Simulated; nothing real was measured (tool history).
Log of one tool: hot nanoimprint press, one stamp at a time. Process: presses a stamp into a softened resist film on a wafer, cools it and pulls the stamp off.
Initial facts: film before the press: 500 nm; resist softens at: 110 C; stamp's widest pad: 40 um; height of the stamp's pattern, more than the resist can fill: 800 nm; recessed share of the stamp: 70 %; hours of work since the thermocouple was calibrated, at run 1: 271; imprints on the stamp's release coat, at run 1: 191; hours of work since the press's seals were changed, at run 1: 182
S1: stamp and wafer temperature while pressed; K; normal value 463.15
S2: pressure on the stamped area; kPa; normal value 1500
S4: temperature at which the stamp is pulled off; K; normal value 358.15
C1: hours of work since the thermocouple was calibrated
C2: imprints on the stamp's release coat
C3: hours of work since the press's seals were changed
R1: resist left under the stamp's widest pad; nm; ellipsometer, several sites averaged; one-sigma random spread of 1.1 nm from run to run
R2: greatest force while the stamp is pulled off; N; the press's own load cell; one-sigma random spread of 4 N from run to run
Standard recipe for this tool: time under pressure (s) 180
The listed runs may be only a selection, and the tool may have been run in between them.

run 1 hour=0.0 | S1=463.15 S2=1500 time_under_pressure_(s)=180 S4=358.15 | C1=271 C2=191 C3=182 | R1=266.5 R2=217
run 2 hour=72.9 | S1=463.15 S2=1600 time_under_pressure_(s)=180 S4=358.15 | C1=324 C2=498 C3=235 | R1=259.9 R2=223
-- hour=132.0 stamp cleaned and given a new release coat
run 3 hour=151.5 | S1=463.15 S2=1500 time_under_pressure_(s)=330 S4=358.15 | C1=377 C2=82 C3=287 | R1=216.4 R2=212
run 4 hour=228.1 | S1=463.15 S2=1500 time_under_pressure_(s)=225 S4=358.15 | C1=432 C2=404 C3=343 | R1=244.6 R2=214
run 5 hour=289.6 | S1=463.15 S2=1500 time_under_pressure_(s)=225 S4=358.15 | C1=477 C2=663 C3=387 | R1=242.9 R2=230
-- hour=307.4 stamp cleaned and given a new release coat
-- hour=330.1 plate thermocouple calibrated
run 6 hour=362.1 | S1=463.15 S2=1500 time_under_pressure_(s)=179 S4=358.15 | C1=23 C2=217 C3=433 | R1=261.8 R2=214
run 7 hour=435.2 | S1=463.15 S2=1350 time_under_pressure_(s)=180 S4=358.15 | C1=76 C2=524 C3=486 | R1=273.1 R2=224
-- hour=486.6 stamp cleaned and given a new release coat
run 8 hour=517.4 | S1=463.15 S2=1500 time_under_pressure_(s)=180 S4=358.15 | C1=131 C2=130 C3=541 | R1=257.9 R2=206
run 9 hour=579.1 | S1=463.15 S2=1500 time_under_pressure_(s)=180 S4=358.15 | C1=176 C2=389 C3=586 | R1=258.6 R2=224
run 10 hour=629.7 | S1=463.15 S2=1500 time_under_pressure_(s)=180 S4=358.15 | C1=213 C2=602 C3=623 | R1=258.6 R2=228
-- hour=659.9 stamp cleaned and given a new release coat
run 11 hour=680.9 | S1=463.15 S2=1500 time_under_pressure_(s)=180 S4=365.15 | C1=245 C2=88 C3=656 | R1=257.8 R2=168
run 12 hour=743.6 | S1=463.15 S2=1500 time_under_pressure_(s)=180 S4=365.15 | C1=291 C2=352 C3=701 | R1=257.2 R2=175
-- hour=773.8 plate thermocouple calibrated, once more
run 13 hour=820.9 | S1=463.15 S2=1500 time_under_pressure_(s)=180 S4=358.15 | C1=34 C2=665 C3=755 | R1=269.4 R2=237
-- hour=834.3 stamp cleaned and given a new release coat
run 14 hour=910.4 | S1=463.15 S2=1500 time_under_pressure_(s)=180 S4=358.15 | C1=95 C2=320 C3=815 | R1=269.1 R2=225
run 15 hour=954.9 | S1=463.15 S2=1500 time_under_pressure_(s)=180 S4=358.15 | C1=127 C2=507 C3=847 | R1=267.3 R2=229
-- hour=1010.1 stamp cleaned and given a new release coat
run 16 hour=1030.6 | S1=463.15 S2=990 time_under_pressure_(s)=175 S4=344.15 | C1=177 C2=86 C3=898 | R1=320.2 R2=291
run 17 hour=1078.8 | S1=463.15 S2=1340 time_under_pressure_(s)=248 S4=356.15 | C1=212 C2=289 C3=933 | R1=253.3 R2=231
run 18 hour=1139.1 | S1=463.15 S2=1340 time_under_pressure_(s)=248 S4=356.15 | C1=256 C2=543 C3=976 | R1=251.7 R2=239
-- hour=1181.5 stamp cleaned and given a new release coat
run 19 hour=1199.7 | S1=463.15 S2=1340 time_under_pressure_(s)=248 S4=356.15 | C1=295 C2=76 C3=1016 | R1=251.1 R2=227
-- hour=1219.5 press's hydraulic seals changed and the load cell set to zero
run 20 hour=1264.4 | S1=463.15 S2=1340 time_under_pressure_(s)=248 S4=356.15 | C1=336 C2=315 C3=33 | R1=247.0 R2=225
run 21 hour=1325.6 | S1=456.15 S2=1340 time_under_pressure_(s)=248 S4=363.15 | C1=381 C2=572 C3=77 | R1=318.8 R2=199
-- hour=1363.6 stamp cleaned and given a new release coat
run 22 hour=1385.4 | S1=467.15 S2=1500 time_under_pressure_(s)=180 S4=364.15 | C1=420 C2=91 C3=116 | R1=226.4 R2=177
run 23 hour=1449.7 | S1=463.15 S2=1500 time_under_pressure_(s)=180 S4=345.15 | C1=466 C2=362 C3=162 | R1=261.6 R2=302
-- hour=1501.4 plate thermocouple calibrated
run 24 hour=1522.2 | S1=463.15 S2=1500 time_under_pressure_(s)=180 S4=345.15 | C1=15 C2=654 C3=213 | R1=271.2 R2=306
-- hour=1537.4 stamp cleaned and given a new release coat
run 25 hour=1611.3 | S1=463.15 S2=1500 time_under_pressure_(s)=180 S4=345.15 | C1=75 C2=311 C3=273 | R1=271.9 R2=294
run 26 hour=1664.6 | S1=473.15 S2=1080 time_under_pressure_(s)=290 S4=361.15 | C1=114 C2=535 C3=312 | R1=189.0 R2=217
-- hour=1715.3 stamp cleaned and given a new release coat
run 27 hour=1747.3 | S1=463.15 S2=1500 time_under_pressure_(s)=180 S4=358.15 | C1=169 C2=135 C3=367 | R1=270.8 R2=223
run 28 hour=1826.5 | S1=468.15 S2=1950 time_under_pressure_(s)=180 S4=358.15 | C1=227 C2=468 C3=424 | R1=198.2 R2=234
run 29 hour=1877.8 | S1=468.15 S2=1950 time_under_pressure_(s)=180 S4=358.15 | C1=264 C2=684 C3=462 | R1=196.4 R2=234

What if the next run were any one of these 4? Each begins from the tool's condition after run 29:
-- hour=1889.6 stamp cleaned and given a new release coat
run A hour=1936.1 | S1=468.15 S2=1950 time_under_pressure_(s)=158 S4=358.15 | C1=302 C2=196 C3=499 | R1=? R2=?
-- hour=1889.6 stamp cleaned and given a new release coat
run B hour=1936.1 | S1=453.15 S2=1500 time_under_pressure_(s)=180 S4=358.15 | C1=302 C2=196 C3=499 | R1=? R2=?
-- hour=1889.6 stamp cleaned and given a new release coat
run C hour=1936.1 | S1=462.15 S2=1500 time_under_pressure_(s)=311 S4=349.15 | C1=302 C2=196 C3=499 | R1=? R2=?
-- hour=1889.6 stamp cleaned and given a new release coat
run D hour=1936.1 | S1=463.15 S2=1500 time_under_pressure_(s)=180 S4=351.15 | C1=302 C2=196 C3=499 | R1=? R2=?

run=A R1=204.0 R2=216
run=B R1=367.0 R2=217
run=C R1=232.0 R2=260
run=D R1=267.0 R2=261
What these runs would have given with no unlogged condition in the tool:
run=A R1=202.8 R2=212
run=B R1=366.7 R2=212
run=C R1=231.4 R2=254
run=D R1=266.4 R2=255
